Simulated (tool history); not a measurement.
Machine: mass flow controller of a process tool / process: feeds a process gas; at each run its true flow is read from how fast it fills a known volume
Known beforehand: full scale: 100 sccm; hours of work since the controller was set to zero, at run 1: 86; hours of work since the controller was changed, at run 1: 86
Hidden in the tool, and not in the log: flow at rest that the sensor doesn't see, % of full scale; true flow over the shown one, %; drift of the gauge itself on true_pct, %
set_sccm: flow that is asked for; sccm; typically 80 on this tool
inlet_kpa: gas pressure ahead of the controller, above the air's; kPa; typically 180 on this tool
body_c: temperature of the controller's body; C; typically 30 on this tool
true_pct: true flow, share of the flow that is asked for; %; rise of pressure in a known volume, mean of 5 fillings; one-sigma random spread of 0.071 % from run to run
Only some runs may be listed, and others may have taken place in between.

run,hour,set_sccm,inlet_kpa,body_c,hours of work since the controller was set to zero,hours of work since the controller was changed,true_pct
1,0.0,80,180,30,86,86,99.89
2,65.5,80,180,30,113,113,99.86
3,113.9,27,180,30,133,133,98.73
4,173.1,27,180,30,157,157,98.66
5,238.8,27,180,30,184,184,98.67
6,288.0,27,180,30,204,204,98.71
7,367.9,50,180,30,237,237,99.22
8,409.9,50,180,30,255,255,99.15
9,457.4,50,180,30,274,274,99.16
10,550.7,50,180,30,313,313,99.30
11,605.2,50,180,30,335,335,99.16
12,648.1,80,180,30,353,353,99.89
13,706.0,39,180,30,377,377,98.97
14,750.0,80,180,35,395,395,100.09
15,819.8,80,180,35,424,424,100.11
16,906.7,80,156,30,460,460,100.09
17,977.4,22,219,23,489,489,98.10
18,1034.5,19,180,24,512,512,98.22
19,1116.9,19,216,29,546,546,98.19
20,1171.3,15,254,21,569,569,97.60
21,1236.1,15,254,21,596,596,97.57
22,1289.9,32,254,37,618,618,98.66
23,1377.8,32,254,29,654,654,98.22
24,1430.5,39,207,23,676,676,98.49
25,1490.2,19,271,34,700,700,98.09

Run 26 is up next; what results do you expect?
26,1531.4,19,271,34,718,718,?

Run 26 gave true_pct 97.95 %.
Had the tool carried no hidden state, the very same run would have given true_pct 97.95 %.
